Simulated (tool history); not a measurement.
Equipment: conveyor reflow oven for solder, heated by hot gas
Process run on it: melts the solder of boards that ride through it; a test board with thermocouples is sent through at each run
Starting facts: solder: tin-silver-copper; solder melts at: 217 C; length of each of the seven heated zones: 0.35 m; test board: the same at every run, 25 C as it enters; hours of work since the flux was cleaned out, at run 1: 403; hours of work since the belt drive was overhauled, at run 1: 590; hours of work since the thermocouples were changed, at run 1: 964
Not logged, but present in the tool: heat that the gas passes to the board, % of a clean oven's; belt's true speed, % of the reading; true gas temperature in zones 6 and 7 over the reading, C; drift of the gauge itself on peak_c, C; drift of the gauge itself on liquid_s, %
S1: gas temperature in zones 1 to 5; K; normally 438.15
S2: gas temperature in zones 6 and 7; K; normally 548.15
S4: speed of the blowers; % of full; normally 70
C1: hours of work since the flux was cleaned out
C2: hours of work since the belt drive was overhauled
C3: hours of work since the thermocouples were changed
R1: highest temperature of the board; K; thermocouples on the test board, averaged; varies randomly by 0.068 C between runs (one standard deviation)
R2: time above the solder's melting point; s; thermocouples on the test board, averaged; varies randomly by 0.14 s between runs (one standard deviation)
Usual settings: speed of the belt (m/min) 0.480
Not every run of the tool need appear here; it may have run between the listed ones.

{"run": 1, "day": 0.0, "S1": 438.15, "S2": 548.15, "speed of the belt (m/min)": 0.48, "S4": 70, "C1": 403, "C2": 590, "C3": 964, "R1": 533.25, "R2": 68.6}
{"run": 2, "day": 0.612, "S1": 438.15, "S2": 548.15, "speed of the belt (m/min)": 0.48, "S4": 70, "C1": 412, "C2": 600, "C3": 974, "R1": 533.24, "R2": 68.5}
{"run": 3, "day": 1.683, "S1": 438.15, "S2": 548.15, "speed of the belt (m/min)": 0.48, "S4": 70, "C1": 429, "C2": 617, "C3": 990, "R1": 533.23, "R2": 68.5}
{"run": 4, "day": 2.833, "S1": 438.15, "S2": 548.15, "speed of the belt (m/min)": 0.48, "S4": 70, "C1": 447, "C2": 634, "C3": 1008, "R1": 533.31, "R2": 68.3}
{"day": 3.417, "done": "flux residue cleaned out of gas plates and filters"}
{"run": 5, "day": 3.733, "S1": 438.15, "S2": 548.15, "speed of the belt (m/min)": 0.48, "S4": 70, "C1": 5, "C2": 645, "C3": 1019, "R1": 533.36, "R2": 68.6}
{"run": 6, "day": 4.371, "S1": 438.15, "S2": 548.15, "speed of the belt (m/min)": 0.48, "S4": 70, "C1": 15, "C2": 655, "C3": 1029, "R1": 533.17, "R2": 68.3}
{"run": 7, "day": 5.117, "S1": 438.15, "S2": 559.15, "speed of the belt (m/min)": 0.48, "S4": 70, "C1": 26, "C2": 667, "C3": 1040, "R1": 543.18, "R2": 74.4}
{"run": 8, "day": 6.104, "S1": 438.15, "S2": 548.15, "speed of the belt (m/min)": 0.48, "S4": 70, "C1": 42, "C2": 682, "C3": 1055, "R1": 533.08, "R2": 68.6}
{"run": 9, "day": 7.125, "S1": 438.15, "S2": 548.15, "speed of the belt (m/min)": 0.48, "S4": 70, "C1": 57, "C2": 698, "C3": 1071, "R1": 533.16, "R2": 68.6}
{"run": 10, "day": 7.854, "S1": 438.15, "S2": 548.15, "speed of the belt (m/min)": 0.48, "S4": 70, "C1": 69, "C2": 709, "C3": 1083, "R1": 533.32, "R2": 68.5}
{"run": 11, "day": 8.517, "S1": 438.15, "S2": 548.15, "speed of the belt (m/min)": 0.477, "S4": 70, "C1": 79, "C2": 719, "C3": 1093, "R1": 533.37, "R2": 69.2}
{"run": 12, "day": 9.5, "S1": 438.15, "S2": 548.15, "speed of the belt (m/min)": 0.477, "S4": 70, "C1": 94, "C2": 735, "C3": 1108, "R1": 533.46, "R2": 69.4}
{"run": 13, "day": 10.408, "S1": 438.15, "S2": 548.15, "speed of the belt (m/min)": 0.477, "S4": 70, "C1": 108, "C2": 749, "C3": 1122, "R1": 533.55, "R2": 69.2}
{"run": 14, "day": 11.217, "S1": 428.15, "S2": 548.15, "speed of the belt (m/min)": 0.48, "S4": 70, "C1": 121, "C2": 761, "C3": 1135, "R1": 531.84, "R2": 64.4}
{"run": 15, "day": 11.879, "S1": 428.15, "S2": 548.15, "speed of the belt (m/min)": 0.48, "S4": 70, "C1": 131, "C2": 771, "C3": 1145, "R1": 531.77, "R2": 64.1}
{"run": 16, "day": 12.867, "S1": 438.15, "S2": 537.15, "speed of the belt (m/min)": 0.48, "S4": 70, "C1": 147, "C2": 787, "C3": 1160, "R1": 523.38, "R2": 61.3}
{"run": 17, "day": 13.792, "S1": 436.15, "S2": 537.15, "speed of the belt (m/min)": 0.48, "S4": 75, "C1": 161, "C2": 801, "C3": 1175, "R1": 524.26, "R2": 61.8}
{"run": 18, "day": 14.933, "S1": 438.15, "S2": 548.15, "speed of the belt (m/min)": 0.503, "S4": 70, "C1": 179, "C2": 819, "C3": 1192, "R1": 531.75, "R2": 63.9}
{"run": 19, "day": 15.862, "S1": 445.15, "S2": 537.15, "speed of the belt (m/min)": 0.48, "S4": 70, "C1": 193, "C2": 833, "C3": 1207, "R1": 524.4, "R2": 64.8}
{"run": 20, "day": 17.008, "S1": 438.15, "S2": 548.15, "speed of the belt (m/min)": 0.427, "S4": 70, "C1": 211, "C2": 851, "C3": 1225, "R1": 536.75, "R2": 80.5}
{"run": 21, "day": 18.033, "S1": 449.15, "S2": 538.15, "speed of the belt (m/min)": 0.522, "S4": 53, "C1": 227, "C2": 867, "C3": 1241, "R1": 518.37, "R2": 53.7}
{"run": 22, "day": 18.662, "S1": 449.15, "S2": 538.15, "speed of the belt (m/min)": 0.522, "S4": 53, "C1": 236, "C2": 877, "C3": 1250, "R1": 518.43, "R2": 53.5}
{"run": 23, "day": 19.471, "S1": 438.15, "S2": 540.15, "speed of the belt (m/min)": 0.467, "S4": 70, "C1": 249, "C2": 889, "C3": 1263, "R1": 526.92, "R2": 66.3}
{"run": 24, "day": 20.242, "S1": 448.15, "S2": 548.15, "speed of the belt (m/min)": 0.389, "S4": 70, "C1": 261, "C2": 901, "C3": 1275, "R1": 540.01, "R2": 95.4}
{"run": 25, "day": 21.004, "S1": 435.15, "S2": 554.15, "speed of the belt (m/min)": 0.525, "S4": 54, "C1": 273, "C2": 913, "C3": 1287, "R1": 529.1, "R2": 57.1}
{"run": 26, "day": 21.642, "S1": 435.15, "S2": 554.15, "speed of the belt (m/min)": 0.525, "S4": 54, "C1": 283, "C2": 923, "C3": 1296, "R1": 529.18, "R2": 57.3}
{"day": 22.146, "done": "thermocouples of zones 6 and 7 changed"}
{"run": 27, "day": 22.892, "S1": 446.15, "S2": 548.15, "speed of the belt (m/min)": 0.456, "S4": 55, "C1": 301, "C2": 941, "C3": 12, "R1": 531.79, "R2": 73.5}
{"run": 28, "day": 23.554, "S1": 446.15, "S2": 548.15, "speed of the belt (m/min)": 0.456, "S4": 55, "C1": 311, "C2": 951, "C3": 22, "R1": 531.78, "R2": 73.6}
{"run": 29, "day": 24.342, "S1": 438.15, "S2": 548.15, "speed of the belt (m/min)": 0.48, "S4": 80, "C1": 323, "C2": 963, "C3": 34, "R1": 535.49, "R2": 70.5}
{"run": 30, "day": 25.204, "S1": 452.15, "S2": 537.15, "speed of the belt (m/min)": 0.48, "S4": 51, "C1": 337, "C2": 977, "C3": 47, "R1": 520.29, "R2": 62.6}
{"run": 31, "day": 26.15, "S1": 452.15, "S2": 537.15, "speed of the belt (m/min)": 0.457, "S4": 63, "C1": 351, "C2": 991, "C3": 62, "R1": 525.18, "R2": 71.6}
{"run": 32, "day": 26.646, "S1": 452.15, "S2": 537.15, "speed of the belt (m/min)": 0.457, "S4": 63, "C1": 359, "C2": 999, "C3": 70, "R1": 525.1, "R2": 71.6}

How the hidden state differs across the entries between the runs, from the last listed run before each to the first after it:
After run 4, before run 5: flux residue cleaned out of gas plates and filters (day 3.417)
  heat that the gas passes to the board, % of a clean oven's: 99.8 -> 100
After run 26, before run 27: thermocouples of zones 6 and 7 changed (day 22.146)
  true gas temperature in zones 6 and 7 over the reading, C: 0.05 -> 0.02
